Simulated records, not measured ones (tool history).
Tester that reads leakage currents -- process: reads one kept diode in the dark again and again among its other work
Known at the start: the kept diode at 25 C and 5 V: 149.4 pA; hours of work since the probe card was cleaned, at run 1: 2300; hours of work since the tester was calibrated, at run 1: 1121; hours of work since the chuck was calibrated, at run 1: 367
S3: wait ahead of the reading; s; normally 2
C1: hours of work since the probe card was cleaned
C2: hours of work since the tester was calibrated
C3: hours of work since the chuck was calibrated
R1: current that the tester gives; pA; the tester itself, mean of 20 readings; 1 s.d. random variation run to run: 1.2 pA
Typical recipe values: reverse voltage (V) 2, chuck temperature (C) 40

run 1 day=0 | reverse_voltage_(V)=2 chuck_temperature_(C)=40 S3=2 | C1=2300 C2=1121 C3=367 | R1=391.53
run 2 day=5.225 | reverse_voltage_(V)=2 chuck_temperature_(C)=40 S3=2 | C1=2361 C2=1182 C3=427 | R1=389.31
run 3 day=8.562 | reverse_voltage_(V)=2 chuck_temperature_(C)=40 S3=2 | C1=2400 C2=1221 C3=466 | R1=389.66
run 4 day=12.4 | reverse_voltage_(V)=2 chuck_temperature_(C)=40 S3=2 | C1=2444 C2=1265 C3=511 | R1=390.03
run 5 day=17.467 | reverse_voltage_(V)=2 chuck_temperature_(C)=40 S3=2 | C1=2503 C2=1324 C3=570 | R1=387.64
run 6 day=22.325 | reverse_voltage_(V)=2 chuck_temperature_(C)=40 S3=2 | C1=2560 C2=1381 C3=627 | R1=384.87
run 7 day=25.858 | reverse_voltage_(V)=2 chuck_temperature_(C)=40 S3=0.32 | C1=2601 C2=1422 C3=668 | R1=387.93
run 8 day=29.95 | reverse_voltage_(V)=2 chuck_temperature_(C)=40 S3=0.32 | C1=2648 C2=1470 C3=715 | R1=384.3
run 9 day=32.754 | reverse_voltage_(V)=2 chuck_temperature_(C)=60 S3=0.32 | C1=2681 C2=1502 C3=748 | R1=1776.91
run 10 day=35.875 | reverse_voltage_(V)=2 chuck_temperature_(C)=60 S3=0.32 | C1=2717 C2=1539 C3=784 | R1=1766.27
run 11 day=38.475 | reverse_voltage_(V)=2 chuck_temperature_(C)=60 S3=0.32 | C1=2748 C2=1569 C3=815 | R1=1772.49
run 12 day=42.204 | reverse_voltage_(V)=2 chuck_temperature_(C)=56 S3=2 | C1=2791 C2=1612 C3=858 | R1=1316.06
run 13 day=45.533 | reverse_voltage_(V)=2 chuck_temperature_(C)=40 S3=2 | C1=2830 C2=1651 C3=897 | R1=379.96
run 14 day=50.154 | reverse_voltage_(V)=2 chuck_temperature_(C)=53 S3=2 | C1=2884 C2=1705 C3=951 | R1=1052.59
-- day=51.929 probe card cleaned and baked
run 15 day=52.579 | reverse_voltage_(V)=2 chuck_temperature_(C)=53 S3=2 | C1=8 C2=1732 C3=977 | R1=1043.66
run 16 day=56.3 | reverse_voltage_(V)=2 chuck_temperature_(C)=53 S3=2 | C1=51 C2=1775 C3=1021 | R1=1041.37
run 17 day=60.221 | reverse_voltage_(V)=2 chuck_temperature_(C)=40 S3=2 | C1=97 C2=1821 C3=1066 | R1=372.53
run 18 day=65.1 | reverse_voltage_(V)=2 chuck_temperature_(C)=40 S3=2 | C1=153 C2=1877 C3=1123 | R1=374.14
run 19 day=69.612 | reverse_voltage_(V)=2 chuck_temperature_(C)=40 S3=2 | C1=206 C2=1930 C3=1176 | R1=372.8
run 20 day=74.908 | reverse_voltage_(V)=2 chuck_temperature_(C)=40 S3=2 | C1=267 C2=1992 C3=1237 | R1=370.5
run 21 day=77.196 | reverse_voltage_(V)=16.56 chuck_temperature_(C)=24 S3=2 | C1=294 C2=2018 C3=1264 | R1=189.8
run 22 day=82.554 | reverse_voltage_(V)=17.6 chuck_temperature_(C)=42 S3=1.75 | C1=357 C2=2081 C3=1326 | R1=886.78
run 23 day=85.8 | reverse_voltage_(V)=1.46 chuck_temperature_(C)=21 S3=6.18 | C1=394 C2=2118 C3=1364 | R1=63.56
run 24 day=88.812 | reverse_voltage_(V)=5.47 chuck_temperature_(C)=39 S3=0.88 | C1=429 C2=2153 C3=1399 | R1=470.5
run 25 day=93.988 | reverse_voltage_(V)=3.78 chuck_temperature_(C)=21 S3=2 | C1=490 C2=2214 C3=1459 | R1=86.93
run 26 day=96.571 | reverse_voltage_(V)=3.78 chuck_temperature_(C)=21 S3=2 | C1=520 C2=2244 C3=1489 | R1=86.51
run 27 day=101.517 | reverse_voltage_(V)=5.32 chuck_temperature_(C)=21 S3=2 | C1=577 C2=2301 C3=1547 | R1=95.82
run 28 day=106.483 | reverse_voltage_(V)=4.67 chuck_temperature_(C)=53 S3=8.44 | C1=635 C2=2359 C3=1605 | R1=1336.98
run 29 day=110.717 | reverse_voltage_(V)=4.67 chuck_temperature_(C)=53 S3=8.44 | C1=684 C2=2408 C3=1654 | R1=1328.64
run 30 day=114.933 | reverse_voltage_(V)=1.96 chuck_temperature_(C)=23 S3=0.4 | C1=733 C2=2458 C3=1703 | R1=83.65
run 31 day=117.3 | reverse_voltage_(V)=1.96 chuck_temperature_(C)=23 S3=0.4 | C1=761 C2=2485 C3=1731 | R1=83.69
run 32 day=120.55 | reverse_voltage_(V)=10.04 chuck_temperature_(C)=32 S3=1.44 | C1=799 C2=2523 C3=1769 | R1=312.92
run 33 day=123.188 | reverse_voltage_(V)=10.42 chuck_temperature_(C)=21 S3=2 | C1=830 C2=2554 C3=1799 | R1=119.85
run 34 day=127.667 | reverse_voltage_(V)=10.42 chuck_temperature_(C)=21 S3=2 | C1=882 C2=2606 C3=1851 | R1=119.76
run 35 day=131.646 | reverse_voltage_(V)=11.43 chuck_temperature_(C)=27 S3=2 | C1=928 C2=2652 C3=1898 | R1=209.89
run 36 day=136.962 | reverse_voltage_(V)=3.84 chuck_temperature_(C)=40 S3=0.92 | C1=990 C2=2714 C3=1960 | R1=441.66
run 37 day=140.529 | reverse_voltage_(V)=8.18 chuck_temperature_(C)=31 S3=6.9 | C1=1031 C2=2756 C3=2001 | R1=264.21
run 38 day=144.812 | reverse_voltage_(V)=8.18 chuck_temperature_(C)=38 S3=0.93 | C1=1081 C2=2805 C3=2051 | R1=478.67
run 39 day=148.017 | reverse_voltage_(V)=1.33 chuck_temperature_(C)=43 S3=3.82 | C1=1119 C2=2843 C3=2088 | R1=394.48

Table of differences, measured result less the result of that run with no hidden state. Run-to-run variation is the same in both. Gauge scatter possibly is not:
What the log doesn't record here: stray current of the dirty probe card, pA a volt; current scale over the true one, %; true chuck temperature over the reading, C; drift of the gauge itself on leakage_pa, %.
run=1 R1=-7.95
run=2 R1=-9.26
run=3 R1=-10.18
run=4 R1=-11.26
run=5 R1=-12.55
run=6 R1=-13.76
run=7 R1=-14.7
run=8 R1=-15.62
run=9 R1=-68.02
run=10 R1=-70.71
run=11 R1=-73.54
run=12 R1=-59.22
run=13 R1=-19.49
run=14 R1=-53.66
run=15 R1=-56
run=16 R1=-58.7
run=17 R1=-24.22
run=18 R1=-25.5
run=19 R1=-26.56
run=20 R1=-27.77
run=21 R1=-15.33
run=22 R1=-69.36
run=23 R1=-6.05
run=24 R1=-40.06
run=25 R1=-8.63
run=26 R1=-8.75
run=27 R1=-9.91
run=28 R1=-118.99
run=29 R1=-121.96
run=30 R1=-9.58
run=31 R1=-9.71
run=32 R1=-34.47
run=33 R1=-13.5
run=34 R1=-13.89
run=35 R1=-25.11
run=36 R1=-53.1
run=37 R1=-33.61
run=38 R1=-60.01
run=39 R1=-49.91
